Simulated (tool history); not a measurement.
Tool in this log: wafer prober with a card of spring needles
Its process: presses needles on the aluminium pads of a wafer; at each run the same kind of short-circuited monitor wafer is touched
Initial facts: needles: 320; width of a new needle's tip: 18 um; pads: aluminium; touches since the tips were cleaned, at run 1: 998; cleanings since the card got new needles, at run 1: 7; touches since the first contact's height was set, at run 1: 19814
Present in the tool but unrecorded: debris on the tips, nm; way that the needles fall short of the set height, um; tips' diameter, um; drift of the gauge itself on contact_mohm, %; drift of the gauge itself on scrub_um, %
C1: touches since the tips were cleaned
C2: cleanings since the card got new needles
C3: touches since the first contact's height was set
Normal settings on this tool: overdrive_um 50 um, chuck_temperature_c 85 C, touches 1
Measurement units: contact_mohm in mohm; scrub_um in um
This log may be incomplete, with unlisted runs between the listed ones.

run 1 hour=0.0 | overdrive_um=50 chuck_temperature_c=85 touches=1 | C1=998 C2=7 C3=19814 | contact_mohm=239 scrub_um=11.25
-- hour=3.7 tips cleaned on abrasive film
run 2 hour=5.6 | overdrive_um=50 chuck_temperature_c=85 touches=1 | C1=694 C2=8 C3=21786 | contact_mohm=269 scrub_um=11.14
-- hour=10.6 tips cleaned on abrasive film
run 3 hour=11.7 | overdrive_um=50 chuck_temperature_c=80 touches=1 | C1=395 C2=9 C3=23945 | contact_mohm=234 scrub_um=11.12
-- hour=17.4 tips cleaned on abrasive film
run 4 hour=19.9 | overdrive_um=50 chuck_temperature_c=77 touches=1 | C1=923 C2=10 C3=26847 | contact_mohm=236 scrub_um=11.11
-- hour=22.1 tips cleaned on abrasive film, once more
run 5 hour=25.8 | overdrive_um=50 chuck_temperature_c=42 touches=1 | C1=1319 C2=11 C3=28915 | contact_mohm=232 scrub_um=11.13
-- hour=29.4 tips cleaned on abrasive film
run 6 hour=34.1 | overdrive_um=50 chuck_temperature_c=42 touches=1 | C1=1703 C2=12 C3=31847 | contact_mohm=235 scrub_um=11.23
-- hour=35.8 tips cleaned on abrasive film
run 7 hour=41.0 | overdrive_um=50 chuck_temperature_c=52 touches=1 | C1=1861 C2=13 C3=34292 | contact_mohm=239 scrub_um=11.12
-- hour=42.4 tips cleaned on abrasive film
run 8 hour=46.1 | overdrive_um=50 chuck_temperature_c=52 touches=2 | C1=1338 C2=14 C3=36086 | contact_mohm=228 scrub_um=11.21
-- hour=49.6 tips cleaned on abrasive film
run 9 hour=51.2 | overdrive_um=50 chuck_temperature_c=52 touches=2 | C1=585 C2=15 C3=37873 | contact_mohm=225 scrub_um=10.95
-- hour=56.4 tips cleaned on abrasive film
run 10 hour=59.3 | overdrive_um=50 chuck_temperature_c=52 touches=2 | C1=1027 C2=16 C3=40721 | contact_mohm=229 scrub_um=11.09
-- hour=63.7 tips cleaned on abrasive film
run 11 hour=67.0 | overdrive_um=50 chuck_temperature_c=52 touches=2 | C1=1189 C2=17 C3=43453 | contact_mohm=227 scrub_um=10.98
-- hour=70.2 tips cleaned on abrasive film
run 12 hour=75.0 | overdrive_um=50 chuck_temperature_c=52 touches=2 | C1=1718 C2=18 C3=46282 | contact_mohm=233 scrub_um=11.03
-- hour=77.5 tips cleaned on abrasive film
run 13 hour=82.0 | overdrive_um=50 chuck_temperature_c=77 touches=1 | C1=1607 C2=19 C3=48741 | contact_mohm=245 scrub_um=10.94
-- hour=84.4 tips cleaned on abrasive film
run 14 hour=86.5 | overdrive_um=50 chuck_temperature_c=85 touches=1 | C1=739 C2=20 C3=50307 | contact_mohm=236 scrub_um=10.95
-- hour=91.0 tips cleaned on abrasive film
run 15 hour=91.8 | overdrive_um=50 chuck_temperature_c=85 touches=1 | C1=281 C2=21 C3=52180 | contact_mohm=231 scrub_um=10.92
-- hour=97.6 tips cleaned on abrasive film
run 16 hour=97.6 | overdrive_um=50 chuck_temperature_c=85 touches=1 | C1=0 C2=22 C3=54207 | contact_mohm=230 scrub_um=10.99
-- hour=104.1 tips cleaned on abrasive film
run 17 hour=104.2 | overdrive_um=44 chuck_temperature_c=37 touches=1 | C1=40 C2=23 C3=56560 | contact_mohm=220 scrub_um=9.63
-- hour=110.6 tips cleaned on abrasive film
run 18 hour=110.6 | overdrive_um=45 chuck_temperature_c=37 touches=3 | C1=0 C2=24 C3=58806 | contact_mohm=218 scrub_um=9.67
-- hour=117.5 tips cleaned on abrasive film
run 19 hour=118.1 | overdrive_um=54 chuck_temperature_c=72 touches=3 | C1=222 C2=25 C3=61449 | contact_mohm=222 scrub_um=11.69
-- hour=124.0 tips cleaned on abrasive film
run 20 hour=124.3 | overdrive_um=50 chuck_temperature_c=33 touches=1 | C1=110 C2=26 C3=63625 | contact_mohm=218 scrub_um=10.93
-- hour=130.6 tips cleaned on abrasive film
run 21 hour=130.6 | overdrive_um=50 chuck_temperature_c=33 touches=1 | C1=0 C2=27 C3=65849 | contact_mohm=216 scrub_um=10.84
-- hour=137.2 tips cleaned on abrasive film
run 22 hour=138.4 | overdrive_um=50 chuck_temperature_c=33 touches=1 | C1=418 C2=28 C3=68611 | contact_mohm=222 scrub_um=10.73
-- hour=143.8 tips cleaned on abrasive film
run 23 hour=147.4 | overdrive_um=50 chuck_temperature_c=55 touches=1 | C1=1286 C2=29 C3=71812 | contact_mohm=239 scrub_um=10.86
-- hour=150.3 tips cleaned on abrasive film
run 24 hour=152.8 | overdrive_um=31 chuck_temperature_c=83 touches=1 | C1=889 C2=30 C3=73698 | contact_mohm=275 scrub_um=6.50
-- hour=157.5 tips cleaned on abrasive film
run 25 hour=162.0 | overdrive_um=59 chuck_temperature_c=85 touches=3 | C1=1596 C2=31 C3=76939 | contact_mohm=234 scrub_um=12.76
-- hour=164.2 tips cleaned on abrasive film
run 26 hour=169.6 | overdrive_um=54 chuck_temperature_c=120 touches=1 | C1=1920 C2=32 C3=79631 | contact_mohm=255 scrub_um=11.65
-- hour=171.1 tips cleaned on abrasive film
run 27 hour=175.2 | overdrive_um=54 chuck_temperature_c=120 touches=1 | C1=1452 C2=33 C3=81609 | contact_mohm=248 scrub_um=11.63
-- hour=178.0 tips cleaned on abrasive film
run 28 hour=181.0 | overdrive_um=69 chuck_temperature_c=45 touches=3 | C1=1075 C2=34 C3=83643 | contact_mohm=218 scrub_um=14.91
-- hour=185.1 tips cleaned on abrasive film
run 29 hour=187.7 | overdrive_um=57 chuck_temperature_c=45 touches=2 | C1=923 C2=35 C3=86013 | contact_mohm=222 scrub_um=12.34
-- hour=191.8 tips cleaned on abrasive film
run 30 hour=192.2 | overdrive_um=59 chuck_temperature_c=57 touches=2 | C1=161 C2=36 C3=87589 | contact_mohm=217 scrub_um=12.74
-- hour=198.3 tips cleaned on abrasive film
run 31 hour=201.7 | overdrive_um=53 chuck_temperature_c=34 touches=1 | C1=1196 C2=37 C3=90940 | contact_mohm=233 scrub_um=11.48
-- hour=205.1 tips cleaned on abrasive film
run 32 hour=209.3 | overdrive_um=34 chuck_temperature_c=99 touches=2 | C1=1487 C2=38 C3=93638 | contact_mohm=266 scrub_um=7.05

Branching from run 32: 4 alternative next runs. What would each branch give?
-- hour=212.0 tips cleaned on abrasive film
-- hour=212.8 height of the first contact set anew
run A hour=215.5 | overdrive_um=34 chuck_temperature_c=99 touches=1 | C1=1171 C2=39 C3=977 | contact_mohm=? scrub_um=?
-- hour=212.0 tips cleaned on abrasive film
-- hour=212.8 height of the first contact set anew
run B hour=215.5 | overdrive_um=38 chuck_temperature_c=85 touches=1 | C1=1171 C2=39 C3=977 | contact_mohm=? scrub_um=?
-- hour=212.0 tips cleaned on abrasive film
-- hour=212.8 height of the first contact set anew
run C hour=215.5 | overdrive_um=58 chuck_temperature_c=75 touches=2 | C1=1171 C2=39 C3=977 | contact_mohm=? scrub_um=?
-- hour=212.0 tips cleaned on abrasive film
-- hour=212.8 height of the first contact set anew
run D hour=215.5 | overdrive_um=34 chuck_temperature_c=99 touches=2 | C1=1171 C2=39 C3=977 | contact_mohm=? scrub_um=?

run=A contact_mohm=272 scrub_um=7.80
run=B contact_mohm=258 scrub_um=8.62
run=C contact_mohm=231 scrub_um=13.14
run=D contact_mohm=254 scrub_um=7.80
Without the tool's hidden state the same runs would have given:
run=A contact_mohm=241 scrub_um=7.80
run=B contact_mohm=232 scrub_um=8.62
run=C contact_mohm=223 scrub_um=13.14
run=D contact_mohm=235 scrub_um=7.80

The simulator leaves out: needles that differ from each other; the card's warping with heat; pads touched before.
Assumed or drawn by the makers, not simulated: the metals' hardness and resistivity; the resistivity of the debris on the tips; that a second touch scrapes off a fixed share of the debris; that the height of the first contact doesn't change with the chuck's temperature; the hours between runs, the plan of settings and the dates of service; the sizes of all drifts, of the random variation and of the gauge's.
